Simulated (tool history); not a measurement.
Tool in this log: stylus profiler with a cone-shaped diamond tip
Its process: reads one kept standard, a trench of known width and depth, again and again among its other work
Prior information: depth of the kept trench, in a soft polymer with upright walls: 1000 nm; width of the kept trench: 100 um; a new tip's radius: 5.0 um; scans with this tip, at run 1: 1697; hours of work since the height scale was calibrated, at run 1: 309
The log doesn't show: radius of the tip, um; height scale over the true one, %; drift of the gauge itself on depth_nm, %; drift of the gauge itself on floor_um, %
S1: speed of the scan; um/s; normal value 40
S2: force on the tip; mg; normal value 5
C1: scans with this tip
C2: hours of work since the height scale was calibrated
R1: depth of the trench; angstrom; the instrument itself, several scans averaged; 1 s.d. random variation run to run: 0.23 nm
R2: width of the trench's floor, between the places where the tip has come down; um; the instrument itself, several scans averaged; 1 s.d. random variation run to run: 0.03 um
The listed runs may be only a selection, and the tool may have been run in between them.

| run | day | S1 | S2 | C1 | C2 | R1 | R2 |
|---|---|---|---|---|---|---|---|
| 1 | 0 | 40 | 5 | 1697 | 309 | 10209.2 | 93.49 |
| 2 | 0.612 | 40 | 2.23 | 1761 | 320 | 10117.7 | 93.42 |
| 3 | 1.108 | 40 | 2.23 | 1813 | 330 | 10113.3 | 93.42 |
| 4 | 1.404 | 40 | 2.23 | 1843 | 335 | 10117.5 | 93.43 |
| 5 | 2.042 | 40 | 2.23 | 1909 | 347 | 10118.4 | 93.39 |
| 6 | 2.396 | 40 | 2.23 | 1946 | 354 | 10116.4 | 93.33 |
| 7 | 2.746 | 40 | 5 | 1983 | 361 | 10206.4 | 93.48 |
| 8 | 3.367 | 40 | 5 | 2047 | 372 | 10207.9 | 93.41 |
| 9 | 3.775 | 44 | 12.83 | 2090 | 380 | 10390.8 | 93.42 |
|  | 3.846 | height scale calibrated on a step standard |
| 10 | 4.4 | 44 | 12.83 | 2153 | 10 | 10391.3 | 93.46 |
| 11 | 4.742 | 44 | 12.83 | 2188 | 17 | 10388.2 | 93.51 |
| 12 | 5.288 | 44 | 4 | 2245 | 27 | 10172.1 | 93.36 |
|  | 5.442 | height scale calibrated on a step standard, once more |
| 13 | 5.946 | 44 | 4 | 2311 | 10 | 10187.3 | 93.39 |
| 14 | 6.579 | 52 | 13.28 | 2377 | 22 | 10410.2 | 93.39 |

Predict each of these 3 candidate next runs independently; none follows another, all start after run 14:
| A | 6.929 | 52 | 4.59 | 2413 | 28 | ? | ? |
| B | 6.929 | 16 | 5 | 2413 | 28 | ? | ? |
| C | 6.929 | 47 | 2.12 | 2413 | 28 | ? | ? |

| run | R1 | R2 |
|---|---|---|
| A | 10203.1 | 93.39 |
| B | 10213.2 | 93.43 |
| C | 10119.9 | 93.28 |
What these runs would have given with no unlogged condition in the tool:
| run | R1 | R2 |
|---|---|---|
| A | 10202.9 | 93.88 |
| B | 10213.1 | 93.92 |
| C | 10119.7 | 93.77 |
